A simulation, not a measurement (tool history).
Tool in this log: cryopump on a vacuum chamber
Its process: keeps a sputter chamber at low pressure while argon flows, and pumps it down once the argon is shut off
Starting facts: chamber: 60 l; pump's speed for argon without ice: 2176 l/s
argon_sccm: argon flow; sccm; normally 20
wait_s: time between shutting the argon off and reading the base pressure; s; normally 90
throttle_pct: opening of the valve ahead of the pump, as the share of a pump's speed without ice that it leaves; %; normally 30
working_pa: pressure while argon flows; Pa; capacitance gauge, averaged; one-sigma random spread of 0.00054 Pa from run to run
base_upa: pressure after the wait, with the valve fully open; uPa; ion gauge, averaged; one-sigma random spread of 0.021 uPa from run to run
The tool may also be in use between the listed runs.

{"run": 1, "hour": 0.0, "argon_sccm": 20, "wait_s": 90, "throttle_pct": 30, "working_pa": 0.054, "base_upa": 0.81}
{"run": 2, "hour": 114.8, "argon_sccm": 20, "wait_s": 90, "throttle_pct": 30, "working_pa": 0.0527, "base_upa": 0.82}
{"run": 3, "hour": 223.5, "argon_sccm": 20, "wait_s": 200, "throttle_pct": 30, "working_pa": 0.0522, "base_upa": 0.74}
{"run": 4, "hour": 306.5, "argon_sccm": 20, "wait_s": 200, "throttle_pct": 30, "working_pa": 0.0527, "base_upa": 0.72}
{"run": 5, "hour": 411.2, "argon_sccm": 20, "wait_s": 200, "throttle_pct": 30, "working_pa": 0.0535, "base_upa": 0.73}
{"run": 6, "hour": 486.7, "argon_sccm": 20, "wait_s": 200, "throttle_pct": 30, "working_pa": 0.054, "base_upa": 0.75}
{"run": 7, "hour": 591.3, "argon_sccm": 20, "wait_s": 200, "throttle_pct": 30, "working_pa": 0.0537, "base_upa": 0.82}
{"run": 8, "hour": 670.2, "argon_sccm": 20, "wait_s": 40, "throttle_pct": 30, "working_pa": 0.0535, "base_upa": 1.4}
{"run": 9, "hour": 787.0, "argon_sccm": 33, "wait_s": 90, "throttle_pct": 30, "working_pa": 0.0899, "base_upa": 1.02}
{"run": 10, "hour": 839.5, "argon_sccm": 33, "wait_s": 90, "throttle_pct": 30, "working_pa": 0.0893, "base_upa": 1.02}
{"run": 11, "hour": 905.2, "argon_sccm": 20, "wait_s": 90, "throttle_pct": 30, "working_pa": 0.0543, "base_upa": 1.07}
{"run": 12, "hour": 959.5, "argon_sccm": 20, "wait_s": 58, "throttle_pct": 30, "working_pa": 0.0545, "base_upa": 1.24}
{"run": 13, "hour": 1073.8, "argon_sccm": 20, "wait_s": 58, "throttle_pct": 30, "working_pa": 0.0544, "base_upa": 1.27}
{"run": 14, "hour": 1171.8, "argon_sccm": 20, "wait_s": 58, "throttle_pct": 30, "working_pa": 0.0553, "base_upa": 1.29}
{"run": 15, "hour": 1264.1, "argon_sccm": 20, "wait_s": 58, "throttle_pct": 30, "working_pa": 0.0552, "base_upa": 1.34}
{"run": 16, "hour": 1337.8, "argon_sccm": 20, "wait_s": 90, "throttle_pct": 30, "working_pa": 0.0545, "base_upa": 1.22}
{"run": 17, "hour": 1424.5, "argon_sccm": 20, "wait_s": 90, "throttle_pct": 30, "working_pa": 0.0541, "base_upa": 1.16}
{"run": 18, "hour": 1507.0, "argon_sccm": 20, "wait_s": 145, "throttle_pct": 30, "working_pa": 0.056, "base_upa": 1.08}
{"run": 19, "hour": 1626.0, "argon_sccm": 19, "wait_s": 228, "throttle_pct": 30, "working_pa": 0.0526, "base_upa": 1.03}
{"run": 20, "hour": 1677.1, "argon_sccm": 21, "wait_s": 27, "throttle_pct": 40, "working_pa": 0.0447, "base_upa": 1.93}
{"hour": 1689.7, "done": "pump warmed up, emptied and cooled again"}
{"run": 21, "hour": 1786.5, "argon_sccm": 21, "wait_s": 27, "throttle_pct": 40, "working_pa": 0.0417, "base_upa": 1.92}
{"run": 22, "hour": 1900.0, "argon_sccm": 20, "wait_s": 43, "throttle_pct": 30, "working_pa": 0.0519, "base_upa": 1.5}
{"run": 23, "hour": 1963.5, "argon_sccm": 20, "wait_s": 43, "throttle_pct": 30, "working_pa": 0.0527, "base_upa": 1.51}
{"run": 24, "hour": 2020.1, "argon_sccm": 16, "wait_s": 20, "throttle_pct": 30, "working_pa": 0.0427, "base_upa": 2.35}
{"run": 25, "hour": 2073.0, "argon_sccm": 13, "wait_s": 42, "throttle_pct": 34, "working_pa": 0.0299, "base_upa": 1.54}
{"run": 26, "hour": 2165.6, "argon_sccm": 12, "wait_s": 267, "throttle_pct": 20, "working_pa": 0.0466, "base_upa": 1}
{"run": 27, "hour": 2284.5, "argon_sccm": 10, "wait_s": 218, "throttle_pct": 17, "working_pa": 0.0457, "base_upa": 1.04}
{"run": 28, "hour": 2343.2, "argon_sccm": 10, "wait_s": 218, "throttle_pct": 17, "working_pa": 0.0465, "base_upa": 1.08}
{"run": 29, "hour": 2456.2, "argon_sccm": 10, "wait_s": 218, "throttle_pct": 17, "working_pa": 0.0459, "base_upa": 1.11}
{"run": 30, "hour": 2555.8, "argon_sccm": 38, "wait_s": 73, "throttle_pct": 23, "working_pa": 0.1314, "base_upa": 1.41}
{"run": 31, "hour": 2633.5, "argon_sccm": 38, "wait_s": 73, "throttle_pct": 23, "working_pa": 0.1324, "base_upa": 1.36}
{"run": 32, "hour": 2735.7, "argon_sccm": 9, "wait_s": 32, "throttle_pct": 36, "working_pa": 0.0203, "base_upa": 1.89}
{"run": 33, "hour": 2839.2, "argon_sccm": 9, "wait_s": 78, "throttle_pct": 42, "working_pa": 0.017, "base_upa": 1.41}

Difference, measured minus no-hidden-state, one row per run. Run-to-run variation is common to both terms; the gauge's own scatter need not be:
Hidden state present: pump's speed, % of a pump's without ice; cold plate's temperature, K; leak into the chamber, uPa l/s; drift of the gauge itself on working_pa, %; drift of the gauge itself on base_upa, %.
run=1 working_pa=+0.001 base_upa=+0.37
run=2 working_pa=+0.0012 base_upa=+0.4
run=3 working_pa=+0.0014 base_upa=+0.44
run=4 working_pa=+0.0015 base_upa=+0.44
run=5 working_pa=+0.0017 base_upa=+0.45
run=6 working_pa=+0.0019 base_upa=+0.49
run=7 working_pa=+0.002 base_upa=+0.52
run=8 working_pa=+0.0021 base_upa=+0.53
run=9 working_pa=+0.0039 base_upa=+0.56
run=10 working_pa=+0.0039 base_upa=+0.57
run=11 working_pa=+0.0025 base_upa=+0.58
run=12 working_pa=+0.0026 base_upa=+0.61
run=13 working_pa=+0.0028 base_upa=+0.63
run=14 working_pa=+0.003 base_upa=+0.67
run=15 working_pa=+0.0031 base_upa=+0.7
run=16 working_pa=+0.0032 base_upa=+0.73
run=17 working_pa=+0.0034 base_upa=+0.74
run=18 working_pa=+0.0036 base_upa=+0.75
run=19 working_pa=+0.0036 base_upa=+0.8
run=20 working_pa=+0.0041 base_upa=+0.78
run=21 working_pa=+0.0006 base_upa=+0.68
run=22 working_pa=+0.0007 base_upa=+0.68
run=23 working_pa=+0.0008 base_upa=+0.7
run=24 working_pa=+0.0007 base_upa=+0.74
run=25 working_pa=+0.0006 base_upa=+0.72
run=26 working_pa=+0.0006 base_upa=+0.75
run=27 working_pa=+0.0006 base_upa=+0.78
run=28 working_pa=+0.0006 base_upa=+0.79
run=29 working_pa=+0.0007 base_upa=+0.84
run=30 working_pa=+0.0031 base_upa=+0.85
run=31 working_pa=+0.0033 base_upa=+0.85
run=32 working_pa=+0.0008 base_upa=+0.88
run=33 working_pa=+0.0009 base_upa=+0.92
